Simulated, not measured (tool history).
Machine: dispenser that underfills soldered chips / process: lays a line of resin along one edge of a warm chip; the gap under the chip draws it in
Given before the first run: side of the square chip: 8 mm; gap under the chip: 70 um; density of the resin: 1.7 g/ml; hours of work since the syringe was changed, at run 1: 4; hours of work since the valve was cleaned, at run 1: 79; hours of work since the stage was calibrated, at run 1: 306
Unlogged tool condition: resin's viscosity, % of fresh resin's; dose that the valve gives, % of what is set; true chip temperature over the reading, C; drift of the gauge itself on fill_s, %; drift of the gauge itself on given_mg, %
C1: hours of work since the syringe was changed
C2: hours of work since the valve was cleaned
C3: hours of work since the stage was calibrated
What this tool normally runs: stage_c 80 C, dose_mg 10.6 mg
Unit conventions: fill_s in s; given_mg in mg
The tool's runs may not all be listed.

Run 1, hour 0.0: usual settings; C1 4; C2 79; C3 306. Result: fill_s 57.9 s, given_mg 10.27 mg.
At hour 11.4: new syringe of resin.
Run 2, hour 13.1: usual settings; C1 1; C2 88; C3 315. Result: fill_s 53.4 s, given_mg 10.16 mg.
Run 3, hour 23.5: usual settings; C1 9; C2 96; C3 323. Result: fill_s 76.0 s, given_mg 10.15 mg.
At hour 27.6: new syringe of resin.
Run 4, hour 34.1: usual settings but dose_mg 10.3 mg; C1 5; C2 104; C3 331. Result: fill_s 64.3 s, given_mg 9.86 mg.
At hour 41.0: stage's temperature calibrated.
At hour 45.2: new syringe of resin.
Run 5, hour 48.5: usual settings but dose_mg 10.3 mg; C1 2; C2 113; C3 5. Result: fill_s 52.3 s, given_mg 9.79 mg.
Run 6, hour 60.5: usual settings but dose_mg 10.3 mg; C1 11; C2 122; C3 14. Result: fill_s 81.1 s, given_mg 9.73 mg.
At hour 62.1: new syringe of resin.
Run 7, hour 75.0: usual settings but dose_mg 10.3 mg; C1 10; C2 133; C3 25. Result: fill_s 73.3 s, given_mg 9.67 mg.
At hour 77.9: new syringe of resin.
At hour 85.2: dispensing valve cleaned and set on the balance.
Run 8, hour 85.2: usual settings but dose_mg 13.8 mg; C1 5; C2 0; C3 32. Result: fill_s 55.3 s, given_mg 13.79 mg.
At hour 95.7: new syringe of resin.
Run 9, hour 99.3: usual settings; C1 3; C2 10; C3 42. Result: fill_s 53.4 s, given_mg 10.51 mg.
Run 10, hour 107.0: usual settings but stage_c 69 C; C1 8; C2 16; C3 48. Result: fill_s 106.2 s, given_mg 10.51 mg.
At hour 111.8: new syringe of resin.
Run 11, hour 115.3: usual settings; C1 3; C2 22; C3 54. Result: fill_s 51.7 s, given_mg 10.45 mg.
Run 12, hour 126.7: usual settings but stage_c 70 C; C1 11; C2 31; C3 62. Result: fill_s 113.4 s, given_mg 10.46 mg.
At hour 127.9: new syringe of resin.
Run 13, hour 140.7: usual settings but stage_c 70 C; C1 10; C2 41; C3 72. Result: fill_s 104.3 s, given_mg 10.35 mg.
At hour 144.0: new syringe of resin.
Run 14, hour 148.1: usual settings but stage_c 70 C, dose_mg 12.2 mg; C1 3; C2 46; C3 78. Result: fill_s 78.3 s, given_mg 11.90 mg.
Run 15, hour 156.0: usual settings but stage_c 70 C, dose_mg 12.2 mg; C1 9; C2 52; C3 84. Result: fill_s 105.4 s, given_mg 11.87 mg.
At hour 159.7: new syringe of resin.
Run 16, hour 166.6: usual settings but stage_c 70 C, dose_mg 12.2 mg; C1 5; C2 60; C3 91. Result: fill_s 83.1 s, given_mg 11.84 mg.
At hour 176.0: new syringe of resin.
Run 17, hour 177.8: usual settings but stage_c 70 C, dose_mg 12.2 mg; C1 1; C2 68; C3 99. Result: fill_s 71.9 s, given_mg 11.79 mg.
Run 18, hour 185.8: usual settings but stage_c 70 C, dose_mg 12.2 mg; C1 7; C2 74; C3 105. Result: fill_s 96.5 s, given_mg 11.81 mg.
At hour 192.2: new syringe of resin.
Run 19, hour 197.0: usual settings but stage_c 88 C, dose_mg 9.4 mg; C1 4; C2 82; C3 113. Result: fill_s 45.1 s, given_mg 8.98 mg.
Run 20, hour 205.2: usual settings but stage_c 92 C, dose_mg 12.6 mg; C1 10; C2 88; C3 120. Result: fill_s 47.5 s, given_mg 12.11 mg.
At hour 208.4: new syringe of resin.
Run 21, hour 213.8: usual settings but dose_mg 9.3 mg; C1 4; C2 94; C3 126. Result: fill_s 58.9 s, given_mg 8.85 mg.
At hour 224.3: new syringe of resin.
Run 22, hour 225.9: usual settings but stage_c 68 C, dose_mg 9.1 mg; C1 1; C2 103; C3 135. Result: fill_s 83.8 s, given_mg 8.65 mg.
Run 23, hour 238.7: usual settings but stage_c 68 C, dose_mg 9.1 mg; C1 11; C2 113; C3 144. Result: fill_s 134.2 s, given_mg 8.60 mg.
At hour 240.2: new syringe of resin.
Run 24, hour 249.9: usual settings but stage_c 91 C, dose_mg 9.0 mg; C1 7; C2 121; C3 152. Result: fill_s 49.1 s, given_mg 8.44 mg.
At hour 256.6: new syringe of resin.
Run 25, hour 256.6: usual settings but stage_c 91 C, dose_mg 9.0 mg; C1 0; C2 125; C3 157. Result: fill_s 36.2 s, given_mg 8.47 mg.
Run 26, hour 270.6: usual settings but dose_mg 11.1 mg; C1 10; C2 136; C3 167. Result: fill_s 81.3 s, given_mg 10.39 mg.
At hour 273.0: new syringe of resin.
At hour 276.5: dispensing valve cleaned and set on the balance.
Run 27, hour 284.0: usual settings but stage_c 85 C, dose_mg 13.6 mg; C1 7; C2 6; C3 177. Result: fill_s 53.8 s, given_mg 13.54 mg.
At hour 289.8: new syringe of resin.
Run 28, hour 297.9: usual settings but stage_c 82 C, dose_mg 12.9 mg; C1 6; C2 16; C3 187. Result: fill_s 57.0 s, given_mg 12.78 mg.
At hour 306.6: new syringe of resin.
Run 29, hour 306.8: usual settings but stage_c 91 C, dose_mg 13.6 mg; C1 0; C2 22; C3 193. Result: fill_s 31.7 s, given_mg 13.39 mg.
Run 30, hour 320.8: usual settings but stage_c 90 C, dose_mg 12.1 mg; C1 11; C2 33; C3 203. Result: fill_s 54.5 s, given_mg 11.93 mg.
At hour 322.9: new syringe of resin.
Run 31, hour 332.6: usual settings but stage_c 76 C, dose_mg 10.0 mg; C1 7; C2 41; C3 212. Result: fill_s 81.9 s, given_mg 9.82 mg.
At hour 338.7: new syringe of resin.
Run 32, hour 344.0: usual settings but stage_c 86 C, dose_mg 9.6 mg; C1 4; C2 49; C3 220. Result: fill_s 48.3 s, given_mg 9.42 mg.
Run 33, hour 350.3: usual settings but stage_c 89 C, dose_mg 9.7 mg; C1 9; C2 54; C3 225. Result: fill_s 54.3 s, given_mg 9.47 mg.
At hour 354.8: new syringe of resin.
Run 34, hour 363.9: usual settings but stage_c 72 C; C1 7; C2 64; C3 235. Result: fill_s 93.8 s, given_mg 10.28 mg.
At hour 371.2: new syringe of resin.
Run 35, hour 373.8: usual settings but stage_c 83 C, dose_mg 9.3 mg; C1 2; C2 71; C3 242. Result: fill_s 50.0 s, given_mg 9.02 mg.

Below are 3 alternative next runs, each starting from the tool's condition after run 35. Predict each:
Run A, hour 380.8: usual settings but stage_c 66 C, dose_mg 12.2 mg; C1 7; C2 76; C3 247. Result: fill_s ?, given_mg ?.
Run B, hour 380.8: usual settings but stage_c 78 C, dose_mg 9.3 mg; C1 7; C2 76; C3 247. Result: fill_s ?, given_mg ?.
Run C, hour 380.8: usual settings but dose_mg 12.6 mg; C1 7; C2 76; C3 247. Result: fill_s ?, given_mg ?.

run  fill_s  given_mg
  A   114.1     11.78
  B    77.2      8.98
  C    67.3     12.10
With the hidden condition removed and each run's random variation left untouched, the same runs would have given:
run  fill_s  given_mg
  A    75.6     12.24
  B    50.7      9.33
  C    44.9     12.57
